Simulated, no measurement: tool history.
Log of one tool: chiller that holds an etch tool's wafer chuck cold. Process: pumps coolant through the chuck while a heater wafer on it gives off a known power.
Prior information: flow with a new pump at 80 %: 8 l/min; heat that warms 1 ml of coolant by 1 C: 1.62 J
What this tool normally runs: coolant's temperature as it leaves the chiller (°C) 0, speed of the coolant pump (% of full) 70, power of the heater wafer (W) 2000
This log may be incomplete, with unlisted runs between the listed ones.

run,hour,coolant's temperature as it leaves the chiller (°C),speed of the coolant pump (% of full),power of the heater wafer (W),chuck's temperature once it has settled (°C),how much warmer the coolant comes back (C)
1,0.0,0,70,2000,24.2,10.77
2,91.5,0,70,2000,24.0,10.66
3,145.5,0,70,2000,24.1,10.71
4,219.1,0,70,2000,24.1,10.74
5,298.6,0,70,1079,13.1,5.78
6,401.7,0,70,1079,13.1,5.80
7,489.1,0,70,1079,13.0,5.81
8,564.3,-8,70,2000,16.1,10.72
9,635.8,0,70,1412,17.3,7.67
10,734.3,0,70,1412,17.1,7.58
11,839.4,9,70,2000,33.0,10.87
12,887.8,0,70,2000,24.1,10.77
13,965.3,0,70,2000,24.3,10.83
14,1053.3,0,70,2000,24.2,10.79
15,1099.5,0,70,2000,24.1,10.87
16,1194.2,0,70,2589,31.3,13.96
17,1249.1,2,83,2589,29.2,11.63
18,1330.6,-5,70,1950,18.5,10.51
19,1395.9,-5,70,1950,18.6,10.53
20,1454.5,0,94,1340,12.7,5.43
21,1516.1,0,94,1340,12.6,5.43
22,1589.3,0,94,1340,12.7,5.44
23,1678.5,-9,70,1105,4.3,6.09
24,1745.0,6,64,2000,32.1,11.91
25,1793.6,-3,77,2000,19.4,9.98
26,1896.3,0,92,1416,13.8,5.93
27,1996.3,2,91,2576,26.9,10.73

What if the next run were any one of these 3? Each begins from the tool's condition after run 27:
A,2050.5,-3,92,2000,?,?
B,2050.5,6,81,1606,?,?
C,2050.5,-10,68,2489,?,?

run,chuck's temperature once it has settled (°C),how much warmer the coolant comes back (C)
A,16.2,8.23
B,23.2,7.60
C,20.9,13.94
Without the tool's hidden state the same runs would have given:
run,chuck's temperature once it has settled (°C),how much warmer the coolant comes back (C)
A,16.1,7.96
B,23.1,7.33
C,20.8,13.66
